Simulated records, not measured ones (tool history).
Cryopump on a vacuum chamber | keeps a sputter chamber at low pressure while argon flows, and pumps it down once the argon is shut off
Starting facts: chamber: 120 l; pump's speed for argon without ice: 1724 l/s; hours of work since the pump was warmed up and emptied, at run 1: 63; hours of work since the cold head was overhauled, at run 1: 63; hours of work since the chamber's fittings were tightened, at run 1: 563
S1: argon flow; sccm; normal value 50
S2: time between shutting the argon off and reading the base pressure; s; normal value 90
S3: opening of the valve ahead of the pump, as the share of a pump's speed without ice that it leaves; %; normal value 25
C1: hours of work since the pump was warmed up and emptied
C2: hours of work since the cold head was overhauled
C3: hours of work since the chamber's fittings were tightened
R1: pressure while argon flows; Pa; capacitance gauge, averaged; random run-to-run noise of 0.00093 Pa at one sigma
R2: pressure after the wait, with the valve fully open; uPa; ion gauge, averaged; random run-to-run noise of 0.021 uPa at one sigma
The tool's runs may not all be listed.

| run | hour | S1 | S2 | S3 | C1 | C2 | C3 | R1 | R2 |
|---|---|---|---|---|---|---|---|---|---|
| 1 | 0.0 | 50 | 90 | 25 | 63 | 63 | 563 | 0.1960 | 1.19 |
| 2 | 15.1 | 50 | 90 | 25 | 70 | 70 | 570 | 0.1966 | 1.05 |
| 3 | 33.2 | 50 | 90 | 25 | 78 | 78 | 578 | 0.1972 | 1.09 |
| 4 | 51.0 | 50 | 90 | 25 | 86 | 86 | 586 | 0.1978 | 1.14 |
| 5 | 73.5 | 50 | 90 | 30 | 97 | 97 | 597 | 0.1654 | 1.08 |
| 6 | 84.9 | 74 | 90 | 25 | 102 | 102 | 602 | 0.2937 | 1.16 |
| 7 | 97.6 | 50 | 90 | 27 | 108 | 108 | 608 | 0.1837 | 1.18 |
| 8 | 111.4 | 50 | 90 | 27 | 114 | 114 | 614 | 0.1839 | 1.18 |
| 9 | 126.9 | 59 | 90 | 25 | 122 | 122 | 622 | 0.2313 | 1.16 |
| 10 | 148.7 | 50 | 90 | 19 | 132 | 132 | 632 | 0.2577 | 1.20 |
| 11 | 158.8 | 50 | 90 | 19 | 136 | 136 | 636 | 0.2608 | 1.17 |
| 12 | 180.6 | 50 | 90 | 19 | 147 | 147 | 646 | 0.2606 | 1.17 |
| 13 | 191.3 | 50 | 90 | 25 | 151 | 151 | 651 | 0.1987 | 1.17 |
| 14 | 209.5 | 50 | 90 | 25 | 160 | 160 | 660 | 0.1988 | 1.21 |
| 15 | 228.4 | 50 | 90 | 25 | 169 | 169 | 669 | 0.1990 | 1.26 |
| 16 | 244.5 | 50 | 90 | 59 | 176 | 176 | 676 | 0.0859 | 1.25 |
| 17 | 260.8 | 50 | 90 | 38 | 184 | 184 | 684 | 0.1326 | 1.23 |

What will run 18 give?
| 18 | 280.4 | 50 | 90 | 38 | 193 | 193 | 693 | ? | ? |

Run 18 produced R1 0.1335 Pa, R2 1.27 uPa.
If the tool had no hidden condition, the same run with the same run-to-run variation would have returned R1 0.1301 Pa, R2 0.51 uPa.
